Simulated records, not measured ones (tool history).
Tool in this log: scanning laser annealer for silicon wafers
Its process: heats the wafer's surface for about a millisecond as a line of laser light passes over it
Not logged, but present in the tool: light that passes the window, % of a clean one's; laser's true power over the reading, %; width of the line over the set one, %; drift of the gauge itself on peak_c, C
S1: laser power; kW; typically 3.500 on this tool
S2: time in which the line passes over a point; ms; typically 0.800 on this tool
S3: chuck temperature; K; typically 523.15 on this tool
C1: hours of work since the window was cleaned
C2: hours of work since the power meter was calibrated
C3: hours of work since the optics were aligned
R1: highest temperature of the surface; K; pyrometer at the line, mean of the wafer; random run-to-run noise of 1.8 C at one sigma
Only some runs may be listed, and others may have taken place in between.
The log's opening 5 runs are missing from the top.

run     day     S1     S2      S3   C1   C2    C3       R1
  6   1.958  3.500  0.800  523.15   77  235  1329  1334.15
  7   2.333  3.500  0.800  523.15   81  239  1333  1334.15
  8   2.746  3.500  0.800  523.15   85  243  1338  1332.15
  9   3.158  3.500  0.800  523.15   89  247  1342  1331.15
 10   3.583  3.500  0.800  523.15   94  252  1346  1330.15
 11   4.100  3.500  0.800  523.15   99  257  1352  1332.15
 12   4.521  3.500  0.800  523.15  103  262  1356  1331.15
 13   4.908  3.500  0.800  523.15  107  266  1360  1330.15
 14   5.450  3.500  0.800  523.15  113  271  1366  1331.15
 15   5.696  3.500  0.800  523.15  116  274  1368  1330.15
 16   6.283  3.500  0.800  523.15  122  280  1375  1331.15
 17   6.612  3.508  0.800  523.15  125  283  1378  1333.15
 18   7.071  3.508  0.800  523.15  130  288  1383  1332.15
 19   7.338  3.500  0.800  523.15  133  291  1385  1332.15
 20   7.788  3.500  0.620  523.15  137  296  1390  1233.15
 21   8.367  3.500  0.800  523.15  143  302  1396  1330.15
 22   8.825  3.504  0.615  500.15  148  307  1401  1210.15
 23   9.388  3.504  0.615  500.15  154  312  1407  1209.15
 24   9.988  3.572  0.800  523.15  160  319  1413  1352.15
 25  10.333  3.572  0.800  523.15  164  322  1417  1351.15
 26  10.667  3.572  0.800  523.15  167  326  1420  1349.15
 27  11.042  3.572  0.810  533.15  171  330  1424  1367.15

What does the tool deliver on the next run?
 28  11.429  3.559  0.574  490.15  175  334  1428   ?

Run 28 produced R1 1190.15 K.
If the tool had no hidden condition, the same run with the same run-to-run variation would have returned R1 1210.15 K.
